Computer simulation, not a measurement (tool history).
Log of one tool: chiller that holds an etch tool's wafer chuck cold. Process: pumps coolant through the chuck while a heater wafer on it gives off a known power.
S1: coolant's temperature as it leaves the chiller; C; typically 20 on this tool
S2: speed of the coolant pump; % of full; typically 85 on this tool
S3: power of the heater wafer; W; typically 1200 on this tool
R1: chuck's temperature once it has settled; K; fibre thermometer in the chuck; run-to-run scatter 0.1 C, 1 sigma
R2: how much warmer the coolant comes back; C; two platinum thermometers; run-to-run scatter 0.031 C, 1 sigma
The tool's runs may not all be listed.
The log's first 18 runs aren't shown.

Run 19, hour 1068.3: usual settings but S1 19 C, S3 1446 W. Result: R1 303.55 K, R2 3.99 C.
Run 20, hour 1127.0: usual settings but S1 14 C, S2 91 % of full, S3 768 W. Result: R1 293.05 K, R2 1.99 C.
Run 21, hour 1175.6: usual settings but S1 18 C, S2 68 % of full, S3 1253 W. Result: R1 302.35 K, R2 4.36 C.
Run 22, hour 1246.5: usual settings but S1 18 C. Result: R1 300.65 K, R2 3.35 C.
Run 23, hour 1307.4: usual settings but S1 25 C, S2 62 % of full, S3 706 W. Result: R1 304.95 K, R2 2.72 C.
Run 24, hour 1351.9: usual settings but S1 25 C, S2 62 % of full, S3 643 W. Result: R1 304.25 K, R2 2.49 C.
Run 25, hour 1420.4: usual settings but S2 69 % of full, S3 805 W. Result: R1 300.25 K, R2 2.83 C.
Run 26, hour 1472.3: usual settings but S2 69 % of full, S3 805 W. Result: R1 300.55 K, R2 2.81 C.
Run 27, hour 1512.1: usual settings but S2 69 % of full, S3 805 W. Result: R1 300.55 K, R2 2.82 C.
Run 28, hour 1585.0: usual settings but S2 69 % of full, S3 805 W. Result: R1 300.45 K, R2 2.79 C.
Run 29, hour 1628.7: usual settings but S1 11 C, S2 87 % of full, S3 763 W. Result: R1 290.15 K, R2 2.13 C.
Run 30, hour 1678.1: usual settings but S1 11 C, S2 87 % of full, S3 763 W. Result: R1 290.35 K, R2 2.14 C.
Run 31, hour 1735.8: usual settings but S1 10 C, S2 71 % of full, S3 1431 W. Result: R1 295.85 K, R2 4.91 C.

Forecast each of these 4 alternatives for the next run:
Run A, hour 1773.7: usual settings but S1 19 C, S2 62 % of full, S3 787 W. Result: R1 ?, R2 ?.
Run B, hour 1773.7: usual settings but S1 11 C, S2 64 % of full, S3 741 W. Result: R1 ?, R2 ?.
Run C, hour 1773.7: usual settings but S1 10 C, S2 86 % of full, S3 1431 W. Result: R1 ?, R2 ?.
Run D, hour 1773.7: usual settings but S1 14 C, S2 71 % of full, S3 672 W. Result: R1 ?, R2 ?.

run      R1    R2
  A  299.85  3.16
  B  291.35  2.89
  C  294.55  4.01
  D  293.35  2.28
Without the tool's unlogged condition, the same runs would have read:
run      R1    R2
  A  298.85  2.95
  B  290.45  2.70
  C  293.15  3.74
  D  292.55  2.12

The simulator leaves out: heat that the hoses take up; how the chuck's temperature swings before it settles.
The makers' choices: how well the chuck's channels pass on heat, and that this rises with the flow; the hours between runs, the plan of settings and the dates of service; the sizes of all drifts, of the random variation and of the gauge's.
